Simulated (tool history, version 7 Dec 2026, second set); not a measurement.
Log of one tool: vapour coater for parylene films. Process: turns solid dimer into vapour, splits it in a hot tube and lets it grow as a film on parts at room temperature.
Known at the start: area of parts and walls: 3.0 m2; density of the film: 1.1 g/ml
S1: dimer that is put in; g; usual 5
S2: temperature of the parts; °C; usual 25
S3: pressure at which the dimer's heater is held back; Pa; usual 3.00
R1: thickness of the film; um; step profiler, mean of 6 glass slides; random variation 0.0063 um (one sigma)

| run | hour | S1 | S2 | S3 | R1 |
|---|---|---|---|---|---|
| 1 | 0.0 | 5 | 25 | 3.00 | 0.867 |
|  | 15.3 | trap's valve overhauled |
| 2 | 30.7 | 5 | 25 | 3.00 | 0.982 |
| 3 | 46.6 | 5 | 25 | 3.00 | 0.973 |
| 4 | 77.4 | 5 | 25 | 2.49 | 0.973 |
| 5 | 99.9 | 5 | 25 | 2.49 | 0.964 |
| 6 | 124.2 | 5 | 25 | 2.49 | 0.952 |
| 7 | 141.7 | 5 | 19 | 2.49 | 1.087 |
| 8 | 174.8 | 5 | 25 | 3.00 | 0.921 |
| 9 | 196.8 | 5 | 25 | 3.00 | 0.908 |
| 10 | 232.5 | 5 | 25 | 3.00 | 0.910 |
| 11 | 269.0 | 5 | 25 | 3.00 | 0.894 |
| 12 | 303.5 | 5 | 25 | 2.82 | 0.874 |
|  | 310.0 | trap's valve overhauled |
| 13 | 333.7 | 5 | 25 | 2.66 | 0.987 |
| 14 | 369.8 | 5 | 25 | 2.66 | 0.963 |
|  | 373.9 | table's thermometer calibrated |
| 15 | 390.2 | 5 | 25 | 2.66 | 0.965 |
| 16 | 420.1 | 5 | 25 | 3.38 | 0.935 |
| 17 | 438.6 | 5 | 25 | 3.38 | 0.933 |
| 18 | 474.9 | 5 | 25 | 3.38 | 0.914 |
| 19 | 508.3 | 5 | 25 | 3.38 | 0.918 |
|  | 540.4 | table's thermometer calibrated, once more |
| 20 | 540.7 | 5 | 25 | 3.00 | 0.892 |
| 21 | 569.4 | 5 | 25 | 3.00 | 0.874 |
|  | 606.8 | trap's valve overhauled |
| 22 | 610.8 | 5 | 25 | 3.00 | 0.981 |
| 23 | 633.9 | 5 | 25 | 3.00 | 0.965 |
| 24 | 660.4 | 3 | 25 | 2.41 | 0.585 |
| 25 | 679.7 | 3 | 18 | 7.25 | 0.615 |
| 26 | 705.7 | 3 | 18 | 7.25 | 0.607 |
| 27 | 744.2 | 3 | 29 | 3.42 | 0.505 |
| 28 | 780.3 | 3 | 29 | 3.42 | 0.492 |
| 29 | 796.5 | 3 | 21 | 9.29 | 0.539 |
| 30 | 832.1 | 3 | 22 | 4.54 | 0.561 |
| 31 | 858.8 | 3 | 22 | 4.54 | 0.551 |
| 32 | 881.5 | 5 | 27 | 3.62 | 0.829 |
|  | 902.3 | trap's valve overhauled |
| 33 | 906.2 | 5 | 27 | 3.62 | 0.934 |
| 34 | 940.7 | 5 | 27 | 3.62 | 0.914 |
| 35 | 979.0 | 5 | 25 | 2.23 | 0.977 |
| 36 | 1017.0 | 5 | 25 | 2.23 | 0.948 |
| 37 | 1055.0 | 5 | 25 | 2.23 | 0.963 |
| 38 | 1084.7 | 5 | 25 | 4.47 | 0.889 |
| 39 | 1100.8 | 5 | 25 | 2.61 | 0.921 |
| 40 | 1132.3 | 6 | 20 | 2.74 | 1.217 |
| 41 | 1154.2 | 7 | 25 | 3.00 | 1.244 |
| 42 | 1187.7 | 3 | 31 | 2.71 | 0.468 |
|  | 1198.7 | trap's valve overhauled |
| 43 | 1210.2 | 7 | 21 | 3.00 | 1.500 |
| 44 | 1242.8 | 3 | 19 | 4.27 | 0.640 |
| 45 | 1271.8 | 3 | 19 | 4.27 | 0.639 |
| 46 | 1294.6 | 4 | 28 | 3.00 | 0.709 |

5 ways to go on from here, each from the tool as it stands after run 46. What would each give?
| A | 1324.4 | 9 | 25 | 4.62 | ? |
| B | 1324.4 | 4 | 23 | 8.65 | ? |
| C | 1324.4 | 4 | 28 | 3.00 | ? |
| D | 1324.4 | 5 | 35 | 2.96 | ? |
| E | 1324.4 | 2 | 26 | 11.77 | ? |

| run | R1 |
|---|---|
| A | 1.633 |
| B | 0.724 |
| C | 0.702 |
| D | 0.757 |
| E | 0.340 |
Without the tool's hidden state the same runs would have given:
| run | R1 |
|---|---|
| A | 1.699 |
| B | 0.753 |
| C | 0.730 |
| D | 0.787 |
| E | 0.353 |
